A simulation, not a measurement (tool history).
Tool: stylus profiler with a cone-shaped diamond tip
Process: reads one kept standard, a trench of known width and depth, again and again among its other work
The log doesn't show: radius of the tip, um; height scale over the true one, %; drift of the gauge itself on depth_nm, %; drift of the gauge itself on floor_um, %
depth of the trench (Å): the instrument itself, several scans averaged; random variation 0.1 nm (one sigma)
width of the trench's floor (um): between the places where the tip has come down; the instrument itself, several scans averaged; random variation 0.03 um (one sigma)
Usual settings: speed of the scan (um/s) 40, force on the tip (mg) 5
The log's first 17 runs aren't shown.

run,hour,speed of the scan (um/s),force on the tip (mg),scans with this tip,hours of work since the height scale was calibrated,depth of the trench (Å),width of the trench's floor (um)
18,495.7,40,14.97,10213,788,1049.4,18.03
19,524.1,40,14.97,10493,810,1051.2,18.06
20,556.7,116,7.51,10814,834,1032.2,17.8
21,587.6,22,2.27,11119,858,1017.7,17.94
22,620.6,20,8.64,11444,883,1037.6,17.93
23,654.9,20,8.64,11782,909,1035.6,18
24,690.9,20,8.64,12137,936,1037.4,17.93
25,716.1,14,7.25,12386,956,1033.1,17.97
26,756.4,127,5,12783,986,1026,17.64
27,782.9,127,5,13044,1006,1026.9,17.58
28,802.5,14,1.73,13237,1021,1015.2,17.85
29,838.8,70,2.54,13595,1049,1020.9,17.7
30,874,59,2.4,13942,1076,1017.2,17.65
31,894,20,5.87,14139,1091,1028.4,17.83
32,924.2,113,10.35,14436,1114,1042.4,17.65
33,943.5,11,8.15,14627,1128,1036,17.89
34,961.3,11,8.15,14802,1142,1036.4,17.87
35,978.6,59,2.96,14973,1155,1020.9,17.62

Forecast run 36:
36,997.6,97,4.82,15160,1170,?,?

{"run 36": {"depth of the trench (Å)": 1028, "width of the trench's floor (um)": 17.57}}
Without the tool's hidden state the same run would have given depth of the trench (Å) 1021.3, width of the trench's floor (um) 18.47.

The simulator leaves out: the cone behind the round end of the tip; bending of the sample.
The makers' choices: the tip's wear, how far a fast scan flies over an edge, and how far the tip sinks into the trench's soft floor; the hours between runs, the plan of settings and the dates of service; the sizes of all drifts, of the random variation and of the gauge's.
